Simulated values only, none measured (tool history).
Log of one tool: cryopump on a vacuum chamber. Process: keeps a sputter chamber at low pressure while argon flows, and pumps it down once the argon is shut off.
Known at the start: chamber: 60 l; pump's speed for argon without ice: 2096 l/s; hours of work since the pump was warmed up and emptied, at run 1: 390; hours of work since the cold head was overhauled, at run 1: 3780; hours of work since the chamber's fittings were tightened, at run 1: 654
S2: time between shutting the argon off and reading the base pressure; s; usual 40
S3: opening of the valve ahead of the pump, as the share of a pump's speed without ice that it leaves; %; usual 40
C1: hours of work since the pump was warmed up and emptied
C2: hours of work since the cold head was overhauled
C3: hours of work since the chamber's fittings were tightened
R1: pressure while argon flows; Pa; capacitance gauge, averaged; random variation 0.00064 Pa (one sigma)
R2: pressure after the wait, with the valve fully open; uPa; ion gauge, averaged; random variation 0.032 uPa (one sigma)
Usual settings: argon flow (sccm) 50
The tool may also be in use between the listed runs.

{"run": 1, "hour": 0.0, "argon flow (sccm)": 50, "S2": 40, "S3": 40, "C1": 390, "C2": 3780, "C3": 654, "R1": 0.1081, "R2": 2.26}
{"run": 2, "hour": 84.2, "argon flow (sccm)": 50, "S2": 40, "S3": 40, "C1": 452, "C2": 3841, "C3": 715, "R1": 0.1075, "R2": 2.28}
{"run": 3, "hour": 166.6, "argon flow (sccm)": 50, "S2": 40, "S3": 40, "C1": 512, "C2": 3902, "C3": 776, "R1": 0.1094, "R2": 2.27}
{"run": 4, "hour": 291.9, "argon flow (sccm)": 38, "S2": 40, "S3": 40, "C1": 604, "C2": 3993, "C3": 867, "R1": 0.084, "R2": 2.45}
{"run": 5, "hour": 385.2, "argon flow (sccm)": 38, "S2": 40, "S3": 40, "C1": 672, "C2": 4061, "C3": 935, "R1": 0.0842, "R2": 2.45}
{"run": 6, "hour": 454.3, "argon flow (sccm)": 35, "S2": 40, "S3": 40, "C1": 722, "C2": 4112, "C3": 986, "R1": 0.0789, "R2": 2.69}
{"run": 7, "hour": 523.3, "argon flow (sccm)": 35, "S2": 40, "S3": 40, "C1": 773, "C2": 4162, "C3": 1036, "R1": 0.08, "R2": 2.77}
{"hour": 558.0, "done": "pump warmed up, emptied and cooled again"}
{"run": 8, "hour": 603.7, "argon flow (sccm)": 35, "S2": 40, "S3": 40, "C1": 33, "C2": 4217, "C3": 1091, "R1": 0.0726, "R2": 2.49}
{"run": 9, "hour": 672.8, "argon flow (sccm)": 35, "S2": 40, "S3": 40, "C1": 84, "C2": 4268, "C3": 1142, "R1": 0.0731, "R2": 2.58}
{"run": 10, "hour": 766.2, "argon flow (sccm)": 35, "S2": 40, "S3": 40, "C1": 152, "C2": 4336, "C3": 1210, "R1": 0.0727, "R2": 2.64}
{"run": 11, "hour": 849.5, "argon flow (sccm)": 35, "S2": 40, "S3": 40, "C1": 213, "C2": 4397, "C3": 1271, "R1": 0.073, "R2": 2.66}
{"hour": 938.2, "done": "leaking fittings of the chamber tightened, without venting"}
{"run": 12, "hour": 976.3, "argon flow (sccm)": 35, "S2": 40, "S3": 40, "C1": 304, "C2": 4488, "C3": 28, "R1": 0.0743, "R2": 1.76}
{"run": 13, "hour": 1095.6, "argon flow (sccm)": 35, "S2": 40, "S3": 40, "C1": 392, "C2": 4576, "C3": 115, "R1": 0.075, "R2": 1.81}
{"run": 14, "hour": 1193.7, "argon flow (sccm)": 35, "S2": 40, "S3": 40, "C1": 463, "C2": 4647, "C3": 187, "R1": 0.0743, "R2": 1.84}
{"run": 15, "hour": 1324.2, "argon flow (sccm)": 29, "S2": 46, "S3": 37, "C1": 559, "C2": 4743, "C3": 282, "R1": 0.0685, "R2": 1.75}
{"run": 16, "hour": 1412.0, "argon flow (sccm)": 40, "S2": 115, "S3": 40, "C1": 623, "C2": 4807, "C3": 346, "R1": 0.0885, "R2": 1.08}
{"run": 17, "hour": 1521.7, "argon flow (sccm)": 99, "S2": 59, "S3": 38, "C1": 703, "C2": 4887, "C3": 427, "R1": 0.2329, "R2": 1.67}
{"run": 18, "hour": 1630.9, "argon flow (sccm)": 62, "S2": 256, "S3": 34, "C1": 783, "C2": 4967, "C3": 506, "R1": 0.1635, "R2": 0.92}
{"hour": 1649.5, "done": "pump warmed up, emptied and cooled again"}
{"run": 19, "hour": 1695.4, "argon flow (sccm)": 62, "S2": 256, "S3": 34, "C1": 34, "C2": 5010, "C3": 550, "R1": 0.1483, "R2": 0.87}
{"run": 20, "hour": 1818.9, "argon flow (sccm)": 36, "S2": 162, "S3": 40, "C1": 124, "C2": 5101, "C3": 640, "R1": 0.0756, "R2": 1.1}
{"run": 21, "hour": 1877.4, "argon flow (sccm)": 31, "S2": 40, "S3": 55, "C1": 167, "C2": 5143, "C3": 683, "R1": 0.0476, "R2": 2.34}
{"run": 22, "hour": 1946.0, "argon flow (sccm)": 31, "S2": 40, "S3": 55, "C1": 217, "C2": 5193, "C3": 733, "R1": 0.0474, "R2": 2.33}
{"run": 23, "hour": 2078.6, "argon flow (sccm)": 66, "S2": 27, "S3": 23, "C1": 314, "C2": 5290, "C3": 830, "R1": 0.2406, "R2": 3.11}
{"run": 24, "hour": 2150.1, "argon flow (sccm)": 66, "S2": 27, "S3": 23, "C1": 366, "C2": 5343, "C3": 882, "R1": 0.2394, "R2": 3.25}
{"run": 25, "hour": 2252.8, "argon flow (sccm)": 56, "S2": 159, "S3": 16, "C1": 441, "C2": 5418, "C3": 957, "R1": 0.2888, "R2": 1.42}

Forecast each of these 4 alternatives for the next run:
{"run": "A", "hour": 2306.5, "argon flow (sccm)": 50, "S2": 62, "S3": 26, "C1": 480, "C2": 5457, "C3": 997, "R1": "?", "R2": "?"}
{"run": "B", "hour": 2306.5, "argon flow (sccm)": 56, "S2": 192, "S3": 16, "C1": 480, "C2": 5457, "C3": 997, "R1": "?", "R2": "?"}
{"run": "C", "hour": 2306.5, "argon flow (sccm)": 41, "S2": 154, "S3": 33, "C1": 480, "C2": 5457, "C3": 997, "R1": "?", "R2": "?"}
{"run": "D", "hour": 2306.5, "argon flow (sccm)": 50, "S2": 40, "S3": 17, "C1": 480, "C2": 5457, "C3": 997, "R1": "?", "R2": "?"}

run=A R1=0.1620 R2=2.14
run=B R1=0.2910 R2=1.44
run=C R1=0.1071 R2=1.55
run=D R1=0.2452 R2=2.62
Without the tool's hidden state the same runs would have given:
run=A R1=0.1539 R2=1.15
run=B R1=0.2819 R2=0.48
run=C R1=0.1004 R2=0.57
run=D R1=0.2371 R2=1.67
